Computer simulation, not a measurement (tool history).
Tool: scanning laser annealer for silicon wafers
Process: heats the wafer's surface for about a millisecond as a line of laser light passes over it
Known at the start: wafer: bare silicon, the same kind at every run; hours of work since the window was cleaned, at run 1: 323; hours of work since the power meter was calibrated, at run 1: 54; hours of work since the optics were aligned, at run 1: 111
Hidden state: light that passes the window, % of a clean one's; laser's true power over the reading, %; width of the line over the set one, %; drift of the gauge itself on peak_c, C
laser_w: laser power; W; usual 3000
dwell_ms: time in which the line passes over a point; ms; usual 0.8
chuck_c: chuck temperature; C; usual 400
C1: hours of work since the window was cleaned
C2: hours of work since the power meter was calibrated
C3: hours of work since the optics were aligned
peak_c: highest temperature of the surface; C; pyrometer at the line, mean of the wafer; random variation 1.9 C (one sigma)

Run 1, hour 0: usual settings; C1 323; C2 54; C3 111. Result: peak_c 1169 C.
Run 2, hour 11: usual settings but laser_w 2676 W; C1 328; C2 60; C3 116. Result: peak_c 1073 C.
Run 3, hour 19.9: usual settings but laser_w 2676 W; C1 333; C2 64; C3 121. Result: peak_c 1063 C.
Run 4, hour 28.6: usual settings but laser_w 2676 W; C1 337; C2 69; C3 125. Result: peak_c 1066 C.
Run 5, hour 35.7: usual settings but laser_w 2676 W; C1 341; C2 72; C3 128. Result: peak_c 1065 C.
Run 6, hour 46.8: usual settings; C1 346; C2 78; C3 134. Result: peak_c 1168 C.
Run 7, hour 53: usual settings; C1 349; C2 81; C3 137. Result: peak_c 1167 C.
Run 8, hour 62.9: usual settings but chuck_c 393 C; C1 354; C2 86; C3 142. Result: peak_c 1159 C.
Run 9, hour 67.8: usual settings but chuck_c 393 C; C1 356; C2 88; C3 144. Result: peak_c 1157 C.
Run 10, hour 74.5: usual settings but chuck_c 393 C; C1 360; C2 91; C3 148. Result: peak_c 1158 C.
Run 11, hour 80.6: usual settings; C1 363; C2 94; C3 151. Result: peak_c 1165 C.
Run 12, hour 86.6: usual settings; C1 366; C2 97; C3 154. Result: peak_c 1166 C.
Run 13, hour 95.1: usual settings; C1 370; C2 102; C3 158. Result: peak_c 1163 C.
Run 14, hour 101.7: usual settings but dwell_ms 0.87 ms; C1 373; C2 105; C3 161. Result: peak_c 1196 C.
Run 15, hour 108.4: usual settings but chuck_c 426 C; C1 377; C2 108; C3 164. Result: peak_c 1189 C.
Run 16, hour 116.9: usual settings but chuck_c 426 C; C1 381; C2 112; C3 169. Result: peak_c 1189 C.
Run 17, hour 123.7: usual settings but laser_w 3233 W; C1 384; C2 116; C3 172. Result: peak_c 1236 C.
Run 18, hour 132.3: usual settings; C1 388; C2 120; C3 176. Result: peak_c 1165 C.
Run 19, hour 139.7: usual settings; C1 392; C2 124; C3 180. Result: peak_c 1160 C.
Run 20, hour 147.5: usual settings but chuck_c 370 C; C1 396; C2 127; C3 184. Result: peak_c 1131 C.
Run 21, hour 154.4: usual settings; C1 399; C2 131; C3 187. Result: peak_c 1161 C.
Run 22, hour 164.9: usual settings but laser_w 2832 W, dwell_ms 0.962 ms, chuck_c 403 C; C1 405; C2 136; C3 192. Result: peak_c 1187 C.
Run 23, hour 172.2: usual settings but laser_w 2832 W, dwell_ms 0.737 ms, chuck_c 403 C; C1 408; C2 140; C3 196. Result: peak_c 1083 C.
Run 24, hour 180.6: usual settings but dwell_ms 0.779 ms; C1 412; C2 144; C3 200. Result: peak_c 1149 C.
Run 25, hour 186.9: usual settings but dwell_ms 0.779 ms; C1 415; C2 147; C3 203. Result: peak_c 1148 C.
Run 26, hour 196.4: usual settings but dwell_ms 0.779 ms; C1 420; C2 152; C3 208. Result: peak_c 1150 C.
Run 27, hour 202.2: usual settings but laser_w 2561 W, dwell_ms 0.694 ms, chuck_c 410 C; C1 423; C2 155; C3 211. Result: peak_c 989 C.
Run 28, hour 210: usual settings but laser_w 3171 W, dwell_ms 0.935 ms, chuck_c 422 C; C1 427; C2 158; C3 215. Result: peak_c 1309 C.
Run 29, hour 220.6: usual settings but laser_w 3001 W, dwell_ms 0.641 ms, chuck_c 375 C; C1 432; C2 164; C3 220. Result: peak_c 1051 C.
At hour 223.2: window over the wafer cleaned.
Run 30, hour 229: usual settings but laser_w 3001 W, dwell_ms 0.641 ms, chuck_c 375 C; C1 3; C2 167; C3 223. Result: peak_c 1038 C.
Run 31, hour 236.2: usual settings but laser_w 2940 W, dwell_ms 0.625 ms, chuck_c 380 C; C1 6; C2 170; C3 227. Result: peak_c 1021 C.
Run 32, hour 243.2: usual settings but laser_w 2973 W; C1 10; C2 174; C3 230. Result: peak_c 1139 C.
Run 33, hour 252.3: usual settings but laser_w 2952 W, chuck_c 411 C; C1 14; C2 178; C3 235. Result: peak_c 1144 C.
Run 34, hour 263.8: usual settings but laser_w 2795 W, dwell_ms 0.576 ms, chuck_c 377 C; C1 20; C2 184; C3 240. Result: peak_c 949 C.
Run 35, hour 275.4: usual settings but laser_w 3198 W, chuck_c 386 C; C1 26; C2 190; C3 246. Result: peak_c 1193 C.
Run 36, hour 282.9: usual settings but dwell_ms 0.744 ms, chuck_c 419 C; C1 30; C2 194; C3 250. Result: peak_c 1136 C.
Run 37, hour 288.5: usual settings but laser_w 3139 W; C1 32; C2 196; C3 253. Result: peak_c 1189 C.
At hour 293.3: window over the wafer cleaned, once more.
Run 38, hour 301.1: usual settings but laser_w 3139 W; C1 4; C2 202; C3 258. Result: peak_c 1237 C.
Run 39, hour 310.8: usual settings but laser_w 3148 W, dwell_ms 0.639 ms, chuck_c 379 C; C1 9; C2 206; C3 263. Result: peak_c 1120 C.
Run 40, hour 319.6: usual settings but laser_w 3298 W, dwell_ms 0.959 ms, chuck_c 412 C; C1 13; C2 211; C3 267. Result: peak_c 1390 C.
Run 41, hour 324.6: usual settings but laser_w 2974 W, dwell_ms 0.977 ms; C1 16; C2 213; C3 270. Result: peak_c 1266 C.
Run 42, hour 332.5: usual settings but laser_w 2974 W, dwell_ms 0.977 ms; C1 19; C2 217; C3 273. Result: peak_c 1271 C.

Measured less the same run without the tool's hidden state. The same run-to-run variation is in both; the gauge's scatter may not be:
run  peak_c
  1     -28
  2     -24
  3     -25
  4     -25
  5     -25
  6     -29
  7     -30
  8     -30
  9     -30
 10     -30
 11     -31
 12     -32
 13     -32
 14     -33
 15     -32
 16     -32
 17     -35
 18     -33
 19     -34
 20     -34
 21     -34
 22     -36
 23     -31
 24     -34
 25     -35
 26     -35
 27     -28
 28     -42
 29     -32
 30     -42
 31     -41
 32     -48
 33     -48
 34     -38
 35     -54
 36     -48
 37     -53
 38      -7
 39      -6
 40      -8
 41      -8
 42      -9
